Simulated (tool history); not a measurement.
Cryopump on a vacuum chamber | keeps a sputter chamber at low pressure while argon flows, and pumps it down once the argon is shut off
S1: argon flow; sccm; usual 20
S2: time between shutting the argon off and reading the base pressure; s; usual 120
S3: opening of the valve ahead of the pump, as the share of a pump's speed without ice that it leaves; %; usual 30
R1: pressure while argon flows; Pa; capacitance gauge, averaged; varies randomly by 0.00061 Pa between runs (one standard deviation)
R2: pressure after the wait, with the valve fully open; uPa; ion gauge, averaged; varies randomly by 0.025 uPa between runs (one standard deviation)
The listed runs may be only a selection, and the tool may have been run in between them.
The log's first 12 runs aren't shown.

{"run": 13, "hour": 136.2, "S1": 20, "S2": 254, "S3": 33, "R1": 0.0833, "R2": 1.07}
{"run": 14, "hour": 144.0, "S1": 20, "S2": 120, "S3": 30, "R1": 0.0901, "R2": 1.49}
{"run": 15, "hour": 157.9, "S1": 20, "S2": 120, "S3": 30, "R1": 0.0898, "R2": 1.53}
{"run": 16, "hour": 166.7, "S1": 20, "S2": 120, "S3": 40, "R1": 0.0683, "R2": 1.5}
{"run": 17, "hour": 176.9, "S1": 20, "S2": 120, "S3": 16, "R1": 0.1631, "R2": 1.54}
{"run": 18, "hour": 188.9, "S1": 10, "S2": 66, "S3": 30, "R1": 0.0448, "R2": 2.15}
{"run": 19, "hour": 197.0, "S1": 10, "S2": 66, "S3": 30, "R1": 0.0451, "R2": 2.15}
{"run": 20, "hour": 213.7, "S1": 18, "S2": 40, "S3": 30, "R1": 0.0811, "R2": 2.96}
{"run": 21, "hour": 227.6, "S1": 18, "S2": 22, "S3": 15, "R1": 0.1579, "R2": 4.84}
{"run": 22, "hour": 238.4, "S1": 14, "S2": 44, "S3": 15, "R1": 0.1227, "R2": 2.87}
{"run": 23, "hour": 246.5, "S1": 16, "S2": 24, "S3": 48, "R1": 0.0467, "R2": 4.66}
{"run": 24, "hour": 263.0, "S1": 16, "S2": 173, "S3": 48, "R1": 0.0473, "R2": 1.33}
{"run": 25, "hour": 274.0, "S1": 16, "S2": 173, "S3": 48, "R1": 0.0469, "R2": 1.35}
{"run": 26, "hour": 284.4, "S1": 33, "S2": 26, "S3": 29, "R1": 0.1548, "R2": 4.43}
{"run": 27, "hour": 294.0, "S1": 33, "S2": 26, "S3": 29, "R1": 0.1544, "R2": 4.39}
{"run": 28, "hour": 309.3, "S1": 12, "S2": 45, "S3": 17, "R1": 0.0942, "R2": 2.84}
{"run": 29, "hour": 316.9, "S1": 12, "S2": 45, "S3": 17, "R1": 0.0934, "R2": 2.94}
{"run": 30, "hour": 329.4, "S1": 12, "S2": 45, "S3": 17, "R1": 0.0939, "R2": 2.89}
{"run": 31, "hour": 345.8, "S1": 9, "S2": 170, "S3": 26, "R1": 0.0465, "R2": 1.44}
{"run": 32, "hour": 360.6, "S1": 17, "S2": 120, "S3": 33, "R1": 0.0713, "R2": 1.66}
{"run": 33, "hour": 368.3, "S1": 17, "S2": 120, "S3": 33, "R1": 0.0711, "R2": 1.66}
{"run": 34, "hour": 380.8, "S1": 17, "S2": 120, "S3": 33, "R1": 0.0713, "R2": 1.69}

Here are 4 independent what-if runs from the current tool condition. What would each one return?
{"run": "A", "hour": 388.1, "S1": 14, "S2": 227, "S3": 38, "R1": "?", "R2": "?"}
{"run": "B", "hour": 388.1, "S1": 27, "S2": 118, "S3": 19, "R1": "?", "R2": "?"}
{"run": "C", "hour": 388.1, "S1": 14, "S2": 120, "S3": 33, "R1": "?", "R2": "?"}
{"run": "D", "hour": 388.1, "S1": 28, "S2": 26, "S3": 56, "R1": "?", "R2": "?"}

run=A R1=0.0514 R2=1.30
run=B R1=0.1904 R2=1.69
run=C R1=0.0579 R2=1.63
run=D R1=0.0721 R2=4.47
Without the tool's unlogged condition, the same runs would have read:
run=A R1=0.0470 R2=0.62
run=B R1=0.1817 R2=1.00
run=C R1=0.0534 R2=0.96
run=D R1=0.0632 R2=3.78

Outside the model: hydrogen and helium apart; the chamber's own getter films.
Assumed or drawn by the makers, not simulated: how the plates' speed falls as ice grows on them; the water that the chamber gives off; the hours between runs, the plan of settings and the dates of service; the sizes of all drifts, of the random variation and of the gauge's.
